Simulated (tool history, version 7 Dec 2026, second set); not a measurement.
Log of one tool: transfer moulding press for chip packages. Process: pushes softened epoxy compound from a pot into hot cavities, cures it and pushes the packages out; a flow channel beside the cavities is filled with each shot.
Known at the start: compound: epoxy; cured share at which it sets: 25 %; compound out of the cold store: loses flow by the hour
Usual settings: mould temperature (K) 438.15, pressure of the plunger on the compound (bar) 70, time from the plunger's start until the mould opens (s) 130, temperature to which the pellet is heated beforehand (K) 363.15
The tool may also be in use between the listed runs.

| run | hour | mould temperature (K) | pressure of the plunger on the compound (bar) | time from the plunger's start until the mould opens (s) | temperature to which the pellet is heated beforehand (K) | incoming compound's hours out of the cold store | length that the compound runs in the flow channel (mm) | greatest force on the pins that push the packages out (N) |
|---|---|---|---|---|---|---|---|---|
| 1 | 0 | 438.15 | 70 | 130 | 363.15 | 31.2 | 900 | 455 |
| 2 | 19.8 | 444.15 | 70 | 130 | 363.15 | 36.5 | 854 | 430 |
| 3 | 45.5 | 444.15 | 70 | 130 | 363.15 | 44.8 | 811 | 314 |
| 4 | 69.1 | 438.15 | 81.3 | 130 | 363.15 | 9.6 | 1067 | 469 |
| 5 | 105.3 | 438.15 | 81.3 | 130 | 363.15 | 9.5 | 1071 | 277 |
| 6 | 127.6 | 438.15 | 70 | 130 | 363.15 | 12.5 | 977 | 414 |
| 7 | 151.1 | 438.15 | 74.6 | 130 | 363.15 | 43.2 | 855 | 489 |
| 8 | 184.6 | 438.15 | 74.6 | 130 | 363.15 | 22.6 | 947 | 335 |
| 9 | 216.6 | 438.15 | 74.6 | 130 | 363.15 | 34 | 890 | 461 |
| 10 | 249 | 442.15 | 74.6 | 130 | 363.15 | 38.6 | 862 | 282 |
| 11 | 268.9 | 442.15 | 74.6 | 130 | 363.15 | 13 | 971 | 376 |
| 12 | 290.3 | 438.15 | 70 | 132 | 363.15 | 19.1 | 920 | 481 |
| 13 | 315.5 | 438.15 | 70 | 132 | 363.15 | 8.1 | 985 | 293 |
| 14 | 345.7 | 438.15 | 70 | 132 | 363.15 | 33.1 | 859 | 421 |
| 15 | 380.6 | 438.15 | 70 | 132 | 363.15 | 46.8 | 786 | 239 |
| 16 | 407.1 | 437.15 | 83.2 | 130 | 363.15 | 23.2 | 984 | 415 |
| 17 | 434.5 | 438.15 | 70 | 130 | 357.15 | 18.3 | 909 | 505 |
| 18 | 460.1 | 438.15 | 70 | 122 | 362.15 | 37.4 | 827 | 338 |
| 19 | 482.6 | 438.15 | 70 | 122 | 362.15 | 46.4 | 790 | 451 |
| 20 | 500.6 | 438.15 | 70 | 122 | 362.15 | 24.2 | 877 | 535 |
| 21 | 526.4 | 438.15 | 70 | 122 | 362.15 | 17.4 | 916 | 321 |
| 22 | 556.3 | 439.15 | 71.3 | 130 | 363.15 | 41.6 | 810 | 432 |
| 23 | 586.6 | 439.15 | 71.3 | 130 | 371.15 | 19.6 | 960 | 497 |
| 24 | 610.1 | 439.15 | 86.7 | 122 | 359.15 | 16.4 | 1077 | 391 |
| 25 | 625.7 | 439.15 | 66.7 | 143 | 359.15 | 23.9 | 916 | 403 |
| 26 | 653.1 | 439.15 | 66.7 | 119 | 359.15 | 47.7 | 804 | 522 |
| 27 | 677 | 439.15 | 66.7 | 119 | 359.15 | 13.4 | 960 | 380 |
| 28 | 696.6 | 439.15 | 66.7 | 119 | 359.15 | 12.7 | 953 | 498 |

Not shown: 13 entries that the log had between the listed runs. Between which runs, and how does the tool's hidden state differ before and after?
Between runs 2 and 3: cavities cleaned with cleaning compound and waxed (hour 32.6)
  true mould temperature over the reading, C: 0.13 -> 0.14; pressure that reaches the compound, % of what is set: 98.56 -> 98.06; grip of the stained cavities, % over clean ones': 102 -> 39.2
  measured less the result without the state, length that the compound runs in the flow channel (mm): -7 -> -9; greatest force on the pins that push the packages out (N): +217 -> +85
Between runs 4 and 5: cavities cleaned with cleaning compound and waxed (hour 103.2)
  true mould temperature over the reading, C: 0.17 -> 0.2; pressure that reaches the compound, % of what is set: 97.55 -> 96.76; grip of the stained cavities, % over clean ones': 83.3 -> 9.2
  measured less the result without the state, length that the compound runs in the flow channel (mm): -14 -> -19; greatest force on the pins that push the packages out (N): +210 -> +21
Between runs 7 and 8: cavities cleaned with cleaning compound and waxed (hour 171.9)
  true mould temperature over the reading, C: 0.24 -> 0.27; pressure that reaches the compound, % of what is set: 95.74 -> 95.03; grip of the stained cavities, % over clean ones': 95.7 -> 39.9
  measured less the result without the state, length that the compound runs in the flow channel (mm): -20 -> -25; greatest force on the pins that push the packages out (N): +234 -> +95
Between runs 9 and 10: cavities cleaned with cleaning compound and waxed (hour 242.1)
  true mould temperature over the reading, C: 0.3 -> 0.32; pressure that reaches the compound, % of what is set: 94.38 -> 93.72; grip of the stained cavities, % over clean ones': 93.7 -> 24.9
  measured less the result without the state, length that the compound runs in the flow channel (mm): -28 -> -30; greatest force on the pins that push the packages out (N): +223 -> +54
Between runs 12 and 13: cavities cleaned with cleaning compound and waxed (hour 311)
  true mould temperature over the reading, C: 0.36 -> 0.38; pressure that reaches the compound, % of what is set: 92.82 -> 92.31; grip of the stained cavities, % over clean ones': 96 -> 17.8
  measured less the result without the state, length that the compound runs in the flow channel (mm): -37 -> -42; greatest force on the pins that push the packages out (N): +232 -> +40
Between runs 14 and 15: cavities cleaned with cleaning compound and waxed (hour 380.6)
  true mould temperature over the reading, C: 0.41 -> 0.44; pressure that reaches the compound, % of what is set: 91.68 -> 90.92; grip of the stained cavities, % over clean ones': 81.3 -> 0.5
  measured less the result without the state, length that the compound runs in the flow channel (mm): -39 -> -40; greatest force on the pins that push the packages out (N): +185 -> -2
Between runs 16 and 17: mould's thermocouples calibrated (hour 417)
  true mould temperature over the reading, C: 0.46 -> 0.77; pressure that reaches the compound, % of what is set: 90.36 -> 89.8; grip of the stained cavities, % over clean ones': 66.6 -> 98.8
  measured less the result without the state, length that the compound runs in the flow channel (mm): -53 -> -54; greatest force on the pins that push the packages out (N): +162 -> +243
Between runs 17 and 18: cavities cleaned with cleaning compound and waxed (hour 451.8)
  true mould temperature over the reading, C: 0.77 -> 0.79; pressure that reaches the compound, % of what is set: 89.8 -> 89.26; grip of the stained cavities, % over clean ones': 98.8 -> 32.1
  measured less the result without the state, length that the compound runs in the flow channel (mm): -54 -> -51; greatest force on the pins that push the packages out (N): +243 -> +71
Between runs 18 and 19: mould's thermocouples calibrated, once more (hour 476.2)
  true mould temperature over the reading, C: 0.79 -> -0.17; pressure that reaches the compound, % of what is set: 89.26 -> 88.77; grip of the stained cavities, % over clean ones': 32.1 -> 74
  measured less the result without the state, length that the compound runs in the flow channel (mm): -51 -> -48; greatest force on the pins that push the packages out (N): +71 -> +194
Between runs 20 and 21: cavities cleaned with cleaning compound and waxed (hour 523.1)
  true mould temperature over the reading, C: -0.15 -> -0.13; pressure that reaches the compound, % of what is set: 88.42 -> 87.89; grip of the stained cavities, % over clean ones': 95.6 -> 15.1
  measured less the result without the state, length that the compound runs in the flow channel (mm): -55 -> -61; greatest force on the pins that push the packages out (N): +264 -> +44
Between runs 22 and 23: plunger's sealing rings changed (hour 582.5)
  true mould temperature over the reading, C: -0.1 -> -0.08; pressure that reaches the compound, % of what is set: 87.22 -> 99.86; grip of the stained cavities, % over clean ones': 82.2 -> 107.1
  measured less the result without the state, length that the compound runs in the flow channel (mm): -57 -> -1; greatest force on the pins that push the packages out (N): +194 -> +258
Between runs 23 and 24: cavities cleaned with cleaning compound and waxed (hour 595.3)
  true mould temperature over the reading, C: -0.08 -> -0.06; pressure that reaches the compound, % of what is set: 99.86 -> 99.41; grip of the stained cavities, % over clean ones': 107.1 -> 44.7
  measured less the result without the state, length that the compound runs in the flow channel (mm): -1 -> -3; greatest force on the pins that push the packages out (N): +258 -> +122
Between runs 26 and 27: cavities cleaned with cleaning compound and waxed (hour 665)
  true mould temperature over the reading, C: -0.02 -> 0; pressure that reaches the compound, % of what is set: 98.48 -> 98.02; grip of the stained cavities, % over clean ones': 102.3 -> 40
  measured less the result without the state, length that the compound runs in the flow channel (mm): -6 -> -10; greatest force on the pins that push the packages out (N): +265 -> +109
